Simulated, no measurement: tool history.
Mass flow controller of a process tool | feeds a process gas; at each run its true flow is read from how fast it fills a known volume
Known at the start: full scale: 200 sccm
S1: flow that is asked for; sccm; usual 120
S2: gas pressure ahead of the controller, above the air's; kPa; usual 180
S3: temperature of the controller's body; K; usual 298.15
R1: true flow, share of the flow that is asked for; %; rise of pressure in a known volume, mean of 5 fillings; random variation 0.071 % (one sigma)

run     day   S1   S2      S3      R1
  1       0  120  180  298.15   99.96
  2   3.404  120  180  298.15   99.88
  3   5.492  120  180  298.15  100.02
  4   7.788  120  180  298.15   99.92
  5   11.75   43  180  298.15  100.33
  6  14.842  120  180  295.15   99.92
  7  17.925  143  211  307.15  100.72
  8  21.671  143  211  307.15  100.67
  9  25.638  143  211  307.15  100.72
 10      28  148  177  294.15   99.83
 11  30.358  148  177  294.15   99.71
 12  33.558   24  180  295.15  101.13

Forecast each of these 3 alternatives for the next run:
  A  37.225  120  202  303.15   ?
  B  37.225   28  248  296.15   ?
  C  37.225   69  197  301.15   ?

run      R1
  A  100.36
  B  101.12
  C   100.4
Without the tool's hidden state the same runs would have given:
run     R1
  A  99.88
  B   99.3
  C  99.62

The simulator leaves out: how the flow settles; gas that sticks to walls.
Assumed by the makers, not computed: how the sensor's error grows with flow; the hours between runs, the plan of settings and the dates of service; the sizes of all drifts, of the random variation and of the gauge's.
